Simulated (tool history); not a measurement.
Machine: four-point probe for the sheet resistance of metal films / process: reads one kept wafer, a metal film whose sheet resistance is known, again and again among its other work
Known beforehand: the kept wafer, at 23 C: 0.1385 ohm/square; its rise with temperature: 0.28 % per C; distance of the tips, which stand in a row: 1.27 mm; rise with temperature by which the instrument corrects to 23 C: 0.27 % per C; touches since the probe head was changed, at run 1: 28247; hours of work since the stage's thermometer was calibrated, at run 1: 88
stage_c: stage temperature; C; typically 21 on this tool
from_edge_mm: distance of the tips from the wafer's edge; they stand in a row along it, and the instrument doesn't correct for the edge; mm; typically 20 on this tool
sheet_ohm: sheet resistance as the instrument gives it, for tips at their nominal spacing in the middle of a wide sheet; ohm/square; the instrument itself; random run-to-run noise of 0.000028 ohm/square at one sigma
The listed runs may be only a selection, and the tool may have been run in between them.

run,hour,stage_c,from_edge_mm,touches since the probe head was changed,hours of work since the stage's thermometer was calibrated,sheet_ohm
1,0,21,20,28247,88,0.137766
2,30.4,26,20,29439,111,0.137914
3,80.5,21,20,31399,149,0.137771
4,123.8,21,20,33099,181,0.137748
5,184.9,19,20,35490,227,0.137656
6,217.6,19,20,36774,252,0.137626
7,283.1,19,20,39339,302,0.137551
8,353.1,19,20,42080,355,0.137472
9,402.7,19,20,44023,392,0.137493
10,463.2,21,20,46394,438,0.137463
11,520.1,30,10,48625,481,0.138544
12,554.4,30,10,49967,507,0.138518
13,604.6,33,19,51934,545,0.137712
14,651.7,26,3,53779,580,0.149133
15,712.3,20,28,56151,626,0.137129
16,779.5,20,28,58785,677,0.137099
17,853.3,20,28,61678,732,0.137007
18,894.6,35,33,63294,764,0.137327
19,962.2,20,34,65941,815,0.136898
20,1019,23,4,68167,858,0.14388

What if the next run were any one of these 3? Each begins from the tool's condition after run 20:
A,1076.3,24,6,70413,901,?
B,1076.3,33,15,70413,901,?
C,1076.3,21,48,70413,901,?

run,sheet_ohm
A,0.140046
B,0.137533
C,0.136794
With no hidden state in the tool, these same runs would have given:
run,sheet_ohm
A,0.141806
B,0.139261
C,0.138517
